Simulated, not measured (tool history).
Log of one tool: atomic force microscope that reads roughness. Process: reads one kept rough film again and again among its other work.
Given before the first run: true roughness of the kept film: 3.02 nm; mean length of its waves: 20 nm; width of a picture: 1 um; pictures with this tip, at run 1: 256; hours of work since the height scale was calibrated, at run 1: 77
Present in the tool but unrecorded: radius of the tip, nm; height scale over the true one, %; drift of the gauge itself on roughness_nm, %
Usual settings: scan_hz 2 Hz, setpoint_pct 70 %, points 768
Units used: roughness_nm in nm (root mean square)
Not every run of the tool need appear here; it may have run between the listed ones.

run,hour,scan_hz,setpoint_pct,points,pictures with this tip,hours of work since the height scale was calibrated,roughness_nm
1,0,2,70,768,256,77,2.208
2,12.5,2,70,768,269,82,2.195
3,25.7,2,70,768,283,88,2.19
4,38.1,2,70,768,296,94,2.216
5,46.1,2,70,768,304,97,2.188
6,57.2,2,70,768,315,102,2.209
7,67.9,2,70,621,326,107,2.202
8,78.6,2,70,768,338,111,2.201
9,84.6,2,70,768,344,114,2.201
10,90.9,2,58,768,350,117,2.245
11,102.8,2,77,768,363,122,2.154
12,114.8,2,77,768,375,127,2.14
13,123,2,77,768,383,131,2.144
14,129.9,2,74,444,391,134,2.15
# hour 135.1: new tip fitted
15,143.3,2,74,444,9,140,2.157
16,149.6,2,74,444,15,142,2.16
17,159.9,2,70,293,26,147,2.156
18,171,2,70,293,37,152,2.152
19,182.2,2,70,293,49,157,2.155
20,189.2,2,70,293,56,160,2.142
21,200.7,2,70,293,68,165,2.148
22,210.9,2,70,293,79,169,2.157
23,217.5,2,70,293,85,172,2.159

What if the next run were any one of these 5? Each begins from the tool's condition after run 23:
A,229.6,2,70,269,98,178,?
B,229.6,1.65,80,556,98,178,?
C,229.6,3.24,58,293,98,178,?
D,229.6,2.52,73,322,98,178,?
E,229.6,2,69,408,98,178,?

run,roughness_nm
A,2.144
B,2.155
C,2.168
D,2.113
E,2.189
Stripped of hidden state, with their random variation kept, the same runs would have yielded:
run,roughness_nm
A,2.146
B,2.158
C,2.17
D,2.116
E,2.192
